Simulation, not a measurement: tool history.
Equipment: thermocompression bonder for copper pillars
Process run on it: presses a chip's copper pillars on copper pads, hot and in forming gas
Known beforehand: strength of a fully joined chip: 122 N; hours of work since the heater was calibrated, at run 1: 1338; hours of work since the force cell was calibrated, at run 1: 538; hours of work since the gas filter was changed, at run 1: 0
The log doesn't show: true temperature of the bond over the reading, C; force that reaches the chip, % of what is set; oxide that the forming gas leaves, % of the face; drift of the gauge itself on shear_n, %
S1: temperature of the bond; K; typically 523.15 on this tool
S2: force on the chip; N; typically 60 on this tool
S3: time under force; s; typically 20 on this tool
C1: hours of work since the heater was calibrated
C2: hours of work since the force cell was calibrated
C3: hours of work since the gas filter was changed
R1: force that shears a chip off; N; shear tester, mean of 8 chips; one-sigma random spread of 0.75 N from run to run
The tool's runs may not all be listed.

{"run": 1, "hour": 0.0, "S1": 523.15, "S2": 60, "S3": 20, "C1": 1338, "C2": 538, "C3": 0, "R1": 48.4}
{"run": 2, "hour": 66.4, "S1": 523.15, "S2": 60, "S3": 54, "C1": 1385, "C2": 585, "C3": 46, "R1": 67.8}
{"run": 3, "hour": 122.3, "S1": 523.15, "S2": 89, "S3": 20, "C1": 1424, "C2": 624, "C3": 86, "R1": 60.8}
{"run": 4, "hour": 185.0, "S1": 523.15, "S2": 89, "S3": 20, "C1": 1468, "C2": 668, "C3": 129, "R1": 61.7}
{"run": 5, "hour": 236.0, "S1": 523.15, "S2": 89, "S3": 20, "C1": 1503, "C2": 704, "C3": 165, "R1": 59.7}
{"run": 6, "hour": 319.1, "S1": 523.15, "S2": 89, "S3": 20, "C1": 1562, "C2": 762, "C3": 223, "R1": 60.2}
{"hour": 377.9, "done": "heater calibrated with a thermocouple chip"}
{"run": 7, "hour": 383.2, "S1": 523.15, "S2": 48, "S3": 20, "C1": 4, "C2": 805, "C3": 267, "R1": 45.7}
{"run": 8, "hour": 481.5, "S1": 523.15, "S2": 48, "S3": 20, "C1": 73, "C2": 874, "C3": 336, "R1": 46}
{"hour": 510.2, "done": "forming gas filter changed"}
{"run": 9, "hour": 536.8, "S1": 523.15, "S2": 60, "S3": 22, "C1": 111, "C2": 912, "C3": 19, "R1": 55.8}
{"run": 10, "hour": 582.0, "S1": 523.15, "S2": 60, "S3": 19, "C1": 142, "C2": 944, "C3": 50, "R1": 51.9}
{"run": 11, "hour": 665.9, "S1": 523.15, "S2": 70, "S3": 19, "C1": 201, "C2": 1003, "C3": 109, "R1": 57.3}
{"run": 12, "hour": 759.2, "S1": 523.15, "S2": 70, "S3": 19, "C1": 266, "C2": 1068, "C3": 174, "R1": 57.2}
{"run": 13, "hour": 819.8, "S1": 523.15, "S2": 60, "S3": 12, "C1": 309, "C2": 1110, "C3": 217, "R1": 42.9}
{"run": 14, "hour": 882.3, "S1": 523.15, "S2": 60, "S3": 12, "C1": 353, "C2": 1154, "C3": 260, "R1": 42.5}
{"run": 15, "hour": 967.6, "S1": 523.15, "S2": 60, "S3": 12, "C1": 412, "C2": 1214, "C3": 320, "R1": 41.2}
{"hour": 1016.2, "done": "forming gas filter changed"}
{"run": 16, "hour": 1067.4, "S1": 523.15, "S2": 60, "S3": 57, "C1": 482, "C2": 1283, "C3": 36, "R1": 72.8}
{"run": 17, "hour": 1151.7, "S1": 523.15, "S2": 60, "S3": 20, "C1": 541, "C2": 1342, "C3": 95, "R1": 50.6}
{"run": 18, "hour": 1219.6, "S1": 523.15, "S2": 60, "S3": 20, "C1": 588, "C2": 1390, "C3": 142, "R1": 50.2}
{"run": 19, "hour": 1292.9, "S1": 509.15, "S2": 60, "S3": 20, "C1": 640, "C2": 1441, "C3": 194, "R1": 39.5}
{"run": 20, "hour": 1368.4, "S1": 523.15, "S2": 60, "S3": 20, "C1": 692, "C2": 1494, "C3": 246, "R1": 49.1}
{"run": 21, "hour": 1436.0, "S1": 523.15, "S2": 60, "S3": 20, "C1": 740, "C2": 1541, "C3": 294, "R1": 48}
{"hour": 1522.6, "done": "forming gas filter changed"}
{"run": 22, "hour": 1522.6, "S1": 504.15, "S2": 50, "S3": 33, "C1": 800, "C2": 1601, "C3": 0, "R1": 38.5}
{"run": 23, "hour": 1615.0, "S1": 523.15, "S2": 43, "S3": 14, "C1": 865, "C2": 1666, "C3": 65, "R1": 33.8}
{"run": 24, "hour": 1716.9, "S1": 523.15, "S2": 43, "S3": 33, "C1": 936, "C2": 1737, "C3": 136, "R1": 47.7}
{"run": 25, "hour": 1802.5, "S1": 503.15, "S2": 67, "S3": 12, "C1": 996, "C2": 1797, "C3": 196, "R1": 29.1}
{"run": 26, "hour": 1904.5, "S1": 500.15, "S2": 71, "S3": 12, "C1": 1067, "C2": 1869, "C3": 267, "R1": 28.2}
{"run": 27, "hour": 1950.0, "S1": 505.15, "S2": 70, "S3": 39, "C1": 1099, "C2": 1900, "C3": 299, "R1": 49.8}
{"run": 28, "hour": 2006.6, "S1": 505.15, "S2": 70, "S3": 39, "C1": 1139, "C2": 1940, "C3": 339, "R1": 48.5}
{"hour": 2024.8, "done": "forming gas filter changed"}
{"hour": 2052.5, "done": "force cell calibrated"}
{"run": 29, "hour": 2095.5, "S1": 523.15, "S2": 60, "S3": 41, "C1": 1199, "C2": 30, "C3": 48, "R1": 62.7}
{"run": 30, "hour": 2186.9, "S1": 539.15, "S2": 50, "S3": 14, "C1": 1263, "C2": 94, "C3": 112, "R1": 48.2}
{"run": 31, "hour": 2241.5, "S1": 501.15, "S2": 60, "S3": 15, "C1": 1302, "C2": 132, "C3": 151, "R1": 27}
{"run": 32, "hour": 2338.5, "S1": 501.15, "S2": 60, "S3": 15, "C1": 1369, "C2": 200, "C3": 218, "R1": 27.1}
{"run": 33, "hour": 2397.8, "S1": 501.15, "S2": 40, "S3": 14, "C1": 1411, "C2": 242, "C3": 260, "R1": 20}
{"run": 34, "hour": 2467.8, "S1": 519.15, "S2": 76, "S3": 20, "C1": 1460, "C2": 291, "C3": 309, "R1": 50.3}
{"hour": 2529.8, "done": "forming gas filter changed"}
{"run": 35, "hour": 2537.7, "S1": 534.15, "S2": 45, "S3": 20, "C1": 1508, "C2": 339, "C3": 6, "R1": 46.5}
{"run": 36, "hour": 2637.1, "S1": 534.15, "S2": 45, "S3": 20, "C1": 1578, "C2": 409, "C3": 75, "R1": 46.7}
{"hour": 2673.9, "done": "heater calibrated with a thermocouple chip"}
{"run": 37, "hour": 2734.4, "S1": 496.15, "S2": 45, "S3": 20, "C1": 42, "C2": 475, "C3": 142, "R1": 27.7}
{"run": 38, "hour": 2832.0, "S1": 509.15, "S2": 38, "S3": 44, "C1": 111, "C2": 544, "C3": 210, "R1": 43.1}
{"run": 39, "hour": 2889.9, "S1": 509.15, "S2": 38, "S3": 44, "C1": 151, "C2": 584, "C3": 251, "R1": 43.1}
{"run": 40, "hour": 2986.7, "S1": 509.15, "S2": 38, "S3": 44, "C1": 219, "C2": 652, "C3": 318, "R1": 42}

Measured less the same run without the tool's hidden state. The same run-to-run variation is in both; the gauge's scatter may not be:
run=1 R1=-7.3
run=2 R1=-9
run=3 R1=-9.2
run=4 R1=-9.9
run=5 R1=-10
run=6 R1=-10.6
run=7 R1=-1.9
run=8 R1=-2.6
run=9 R1=-1.9
run=10 R1=-2.2
run=11 R1=-2.9
run=12 R1=-3.5
run=13 R1=-3.2
run=14 R1=-3.5
run=15 R1=-4
run=16 R1=-4.7
run=17 R1=-4.6
run=18 R1=-5
run=19 R1=-5
run=20 R1=-6
run=21 R1=-6.4
run=22 R1=-5.3
run=23 R1=-5
run=24 R1=-7.1
run=25 R1=-5.6
run=26 R1=-6.1
run=27 R1=-9.2
run=28 R1=-9.6
run=29 R1=-7.8
run=30 R1=-7.2
run=31 R1=-5.8
run=32 R1=-6.3
run=33 R1=-4.9
run=34 R1=-10
run=35 R1=-8.1
run=36 R1=-8.9
run=37 R1=-0.7
run=38 R1=-1.7
run=39 R1=-2
run=40 R1=-2.5
